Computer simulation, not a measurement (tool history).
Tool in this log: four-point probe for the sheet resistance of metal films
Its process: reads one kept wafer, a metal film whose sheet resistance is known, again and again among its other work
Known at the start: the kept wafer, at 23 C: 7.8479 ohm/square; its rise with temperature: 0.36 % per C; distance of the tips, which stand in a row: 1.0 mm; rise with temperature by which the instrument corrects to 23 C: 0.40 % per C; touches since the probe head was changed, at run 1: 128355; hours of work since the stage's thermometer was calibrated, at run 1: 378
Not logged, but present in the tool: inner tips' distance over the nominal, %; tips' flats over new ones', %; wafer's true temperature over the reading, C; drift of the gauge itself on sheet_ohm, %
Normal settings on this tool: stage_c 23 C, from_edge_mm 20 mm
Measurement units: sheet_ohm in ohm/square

| run | hour | stage_c | from_edge_mm | touches since the probe head was changed | hours of work since the stage's thermometer was calibrated | sheet_ohm |
|---|---|---|---|---|---|---|
| 1 | 0 | 23 | 20 | 128355 | 378 | 7.873613 |
| 2 | 47.1 | 23 | 53 | 130931 | 410 | 7.86751 |
| 3 | 113.3 | 23 | 20 | 134559 | 456 | 7.875512 |
| 4 | 147.2 | 23 | 20 | 136416 | 479 | 7.876809 |
| 5 | 181.6 | 30 | 20 | 138298 | 503 | 7.854826 |
| 6 | 213.9 | 30 | 20 | 140067 | 525 | 7.854888 |
| 7 | 250.7 | 30 | 20 | 142080 | 550 | 7.854588 |
| 8 | 305.1 | 30 | 20 | 145061 | 588 | 7.854162 |
| 9 | 373 | 30 | 20 | 148778 | 635 | 7.853857 |
| 10 | 432.4 | 30 | 20 | 152032 | 676 | 7.850373 |
| 11 | 487.1 | 30 | 20 | 155025 | 713 | 7.855734 |
| 12 | 531.8 | 30 | 20 | 157473 | 744 | 7.853084 |
|  | 537.6 | stage's thermometer calibrated |
| 13 | 577.5 | 30 | 20 | 159946 | 27 | 7.853588 |
| 14 | 627.4 | 23 | 7 | 162678 | 62 | 7.949031 |
| 15 | 685.7 | 35 | 23 | 165872 | 102 | 7.836736 |
| 16 | 736.4 | 26 | 29 | 168649 | 137 | 7.857609 |
| 17 | 768.7 | 21 | 17 | 170417 | 159 | 7.883594 |
| 18 | 808.9 | 23 | 53 | 172616 | 187 | 7.8649 |
| 19 | 862.9 | 23 | 53 | 175573 | 224 | 7.860859 |
| 20 | 891.8 | 23 | 33 | 177155 | 244 | 7.865028 |
|  | 913.5 | stage's thermometer calibrated, once more |
| 21 | 933.6 | 23 | 33 | 179417 | 14 | 7.854157 |
| 22 | 970.6 | 23 | 33 | 181444 | 39 | 7.858889 |
| 23 | 1001.6 | 26 | 6 | 183142 | 61 | 7.959668 |

Alternative continuations, all from the tool just after run 23; predict every row:
| A | 1070.8 | 32 | 70 | 186931 | 108 | ? |
| B | 1070.8 | 32 | 5 | 186931 | 108 | ? |
| C | 1070.8 | 33 | 70 | 186931 | 108 | ? |
| D | 1070.8 | 20 | 6 | 186931 | 108 | ? |

| run | sheet_ohm |
|---|---|
| A | 7.8262 |
| B | 7.991188 |
| C | 7.825801 |
| D | 7.976009 |
With the hidden condition removed and each run's random variation left untouched, the same runs would have given:
| run | sheet_ohm |
|---|---|
| A | 7.821576 |
| B | 7.986472 |
| C | 7.821182 |
| D | 7.97123 |
